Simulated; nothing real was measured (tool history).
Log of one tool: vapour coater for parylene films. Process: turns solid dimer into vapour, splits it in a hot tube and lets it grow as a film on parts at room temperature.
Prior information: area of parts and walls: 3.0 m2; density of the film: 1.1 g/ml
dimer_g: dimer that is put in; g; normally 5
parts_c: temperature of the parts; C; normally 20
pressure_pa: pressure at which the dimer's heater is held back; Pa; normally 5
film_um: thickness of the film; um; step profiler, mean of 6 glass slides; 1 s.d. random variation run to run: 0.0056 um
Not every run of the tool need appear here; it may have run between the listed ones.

Run 1, day 0: usual settings. Result: film_um 1.116 um.
Run 2, day 3.021: usual settings. Result: film_um 1.117 um.
Run 3, day 4.433: usual settings but pressure_pa 2.06 Pa. Result: film_um 1.288 um.
Run 4, day 6.95: usual settings but pressure_pa 2.06 Pa. Result: film_um 1.347 um.
Run 5, day 8.333: usual settings but dimer_g 7 g. Result: film_um 1.619 um.
Run 6, day 11.038: usual settings but dimer_g 7 g. Result: film_um 1.61 um.
Run 7, day 13.525: usual settings but parts_c 24 C, pressure_pa 6.44 Pa. Result: film_um 1.029 um.
Run 8, day 15.088: usual settings but parts_c 24 C, pressure_pa 6.44 Pa. Result: film_um 1.031 um.
Run 9, day 17.621: usual settings but dimer_g 6 g, pressure_pa 2.08 Pa. Result: film_um 1.597 um.
Run 10, day 18.958: usual settings but parts_c 31 C, pressure_pa 4.64 Pa. Result: film_um 0.926 um.
Run 11, day 21.438: usual settings but pressure_pa 2.6 Pa. Result: film_um 1.277 um.

Taken out of this log: 2 entries between the listed runs. Where each belongs, and how the hidden state differs across it:
Runs 3 to 4: trap's valve overhauled (day 5.521)
  vapour lost through the trap's worn valve, %: 4.2 -> 0.4; true temperature of the parts over the reading, C: -0.62 -> -0.64
  measured minus no-state result, film_um: -0.041 -> +0.012 um
Runs 7 to 8: table's thermometer calibrated (day 13.804)
  vapour lost through the trap's worn valve, %: 1.3 -> 1.5; true temperature of the parts over the reading, C: -0.68 -> -1.09
  measured minus no-state result, film_um: +0 -> +0.007 um

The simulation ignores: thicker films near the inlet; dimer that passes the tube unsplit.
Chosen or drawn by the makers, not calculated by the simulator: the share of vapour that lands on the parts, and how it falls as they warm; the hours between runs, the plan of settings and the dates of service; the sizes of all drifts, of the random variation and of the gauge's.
